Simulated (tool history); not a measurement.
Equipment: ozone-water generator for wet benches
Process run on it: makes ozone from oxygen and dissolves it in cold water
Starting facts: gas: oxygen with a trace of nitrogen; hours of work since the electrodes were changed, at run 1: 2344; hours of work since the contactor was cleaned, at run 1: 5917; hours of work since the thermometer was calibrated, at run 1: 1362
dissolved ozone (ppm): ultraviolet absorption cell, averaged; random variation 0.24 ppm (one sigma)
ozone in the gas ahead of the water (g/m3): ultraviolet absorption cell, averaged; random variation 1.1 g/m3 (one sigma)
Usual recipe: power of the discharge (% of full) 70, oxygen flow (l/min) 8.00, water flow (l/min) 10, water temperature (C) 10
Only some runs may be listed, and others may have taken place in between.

run	hour	power of the discharge (% of full)	oxygen flow (l/min)	water flow (l/min)	water temperature (C)	hours of work since the electrodes were changed	hours of work since the contactor was cleaned	hours of work since the thermometer was calibrated	dissolved ozone (ppm)	ozone in the gas ahead of the water (g/m3)
1	0.0	70	8.00	10	10	2344	5917	1362	33.2	209.4
2	117.1	70	8.00	10	16	2450	6023	1468	28.6	209.0
3	181.6	53	8.00	10	10	2508	6081	1527	26.1	162.9
4	331.0	53	8.00	10	10	2644	6217	1662	25.9	164.1
5	418.7	53	8.00	10	10	2723	6296	1741	25.9	163.7
6	545.7	53	8.00	10	10	2838	6411	1856	25.7	164.2
7	689.7	53	8.00	10	10	2968	6541	1987	25.5	163.2
8	797.5	53	8.00	10	10	3066	6639	2084	26.0	163.6
9	869.4	53	8.00	10	10	3131	6704	2150	26.1	163.9
10	939.7	70	7.59	7	6	3195	6768	2213	44.7	214.7
11	1034.7	88	7.85	7	6	3281	6854	2299	54.0	255.4
12	1123.1	50	6.12	12	16	3361	6934	2379	20.6	182.1
13	1270.2	61	4.69	10	16	3494	7067	2513	29.3	256.2
14	1375.7	61	4.69	14	16	3590	7163	2608	22.2	254.8
15	1497.1	92	10.01	14	5	3700	7273	2718	34.4	225.7

Predict each of these 5 candidate next runs independently; none follows another, all start after run 15:
A	1576.7	70	8.22	10	9	3772	7345	2790	?	?
B	1576.7	92	10.01	14	13	3772	7345	2790	?	?
C	1576.7	92	9.57	14	5	3772	7345	2790	?	?
D	1576.7	92	10.01	7	6	3772	7345	2790	?	?
E	1576.7	69	10.01	6	5	3772	7345	2790	?	?

run	dissolved ozone (ppm)	ozone in the gas ahead of the water (g/m3)
A	32.4	203.3
B	29.1	227.2
C	34.2	231.5
D	51.1	226.7
E	44.5	176.2
With no hidden state in the tool, these same runs would have given:
run	dissolved ozone (ppm)	ozone in the gas ahead of the water (g/m3)
A	35.9	211.3
B	32.7	238.4
C	38.4	242.9
D	56.8	237.9
E	48.9	183.1

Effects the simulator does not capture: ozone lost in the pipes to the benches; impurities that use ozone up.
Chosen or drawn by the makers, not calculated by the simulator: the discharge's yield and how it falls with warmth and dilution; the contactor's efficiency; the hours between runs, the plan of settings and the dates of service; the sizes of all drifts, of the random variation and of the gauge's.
